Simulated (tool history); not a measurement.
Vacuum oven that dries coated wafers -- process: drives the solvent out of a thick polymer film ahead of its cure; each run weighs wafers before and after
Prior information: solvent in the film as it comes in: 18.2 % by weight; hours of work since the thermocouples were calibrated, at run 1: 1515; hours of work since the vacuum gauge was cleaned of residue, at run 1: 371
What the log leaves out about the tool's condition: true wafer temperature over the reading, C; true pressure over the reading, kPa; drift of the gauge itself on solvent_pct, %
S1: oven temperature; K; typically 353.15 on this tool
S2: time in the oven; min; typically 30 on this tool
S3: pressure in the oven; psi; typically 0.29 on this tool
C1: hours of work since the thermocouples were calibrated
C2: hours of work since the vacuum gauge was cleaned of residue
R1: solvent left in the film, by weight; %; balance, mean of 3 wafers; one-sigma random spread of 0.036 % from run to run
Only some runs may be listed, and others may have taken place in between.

run,day,S1,S2,S3,C1,C2,R1
1,0,353.15,30,0.29,1515,371,3.87
2,0.308,353.15,30,0.29,1520,376,3.86
3,0.725,353.15,30,0.553,1526,383,4.69
4,1.129,353.15,30,0.29,1532,389,3.8
5,1.688,353.15,30,0.197,1541,398,3.51
6,1.971,353.15,30,0.197,1546,403,3.54
7,2.462,353.15,16,0.29,1554,410,6.81
8,2.717,353.15,30,0.29,1558,414,3.88
9,2.979,353.15,30,0.29,1562,418,3.85
10,3.225,353.15,30,0.29,1566,422,3.83
11,3.825,353.15,30,0.29,1575,432,3.9
12,4.142,353.15,27,0.29,1580,437,4.34
13,4.421,353.15,27,0.29,1584,441,4.27
# day 4.804: oven's thermocouples calibrated
14,4.829,353.15,30,0.29,0,446,4.4
15,5.158,363.15,30,0.29,6,451,1.51
16,5.4,344.15,16,0.191,9,455,10.63
17,5.996,342.15,16,0.386,19,465,11.84
18,6.333,342.15,16,0.168,24,470,11.22
# day 6.471: oven's thermocouples calibrated, once more
19,6.929,348.15,23,0.741,7,478,7.63
20,7.525,351.15,30,0.157,17,487,3.35
21,7.871,351.15,30,0.157,22,493,3.39
22,8.292,360.15,21,0.65,29,500,3.14
23,8.629,348.15,32,0.921,34,505,6.87
24,8.942,347.15,32,0.351,39,510,5.29
25,9.392,347.15,36,0.616,46,517,5.68
26,9.808,364.15,36,0.545,53,523,1.35
27,10.204,364.15,29,0.576,59,530,1.57

Table of differences, measured result less the result of that run with no hidden state. Run-to-run variation is the same in both. Gauge scatter possibly is not:
run,R1
1,+0.79
2,+0.8
3,+0.82
4,+0.79
5,+0.78
6,+0.79
7,+0.92
8,+0.81
9,+0.82
10,+0.82
11,+0.83
12,+0.88
13,+0.87
14,+1.39
15,+0.56
16,+1.32
17,+1.25
18,+1.25
19,+0.11
20,+0.11
21,+0.11
22,+0.08
23,+0.13
24,+0.13
25,+0.13
26,+0.06
27,+0.06
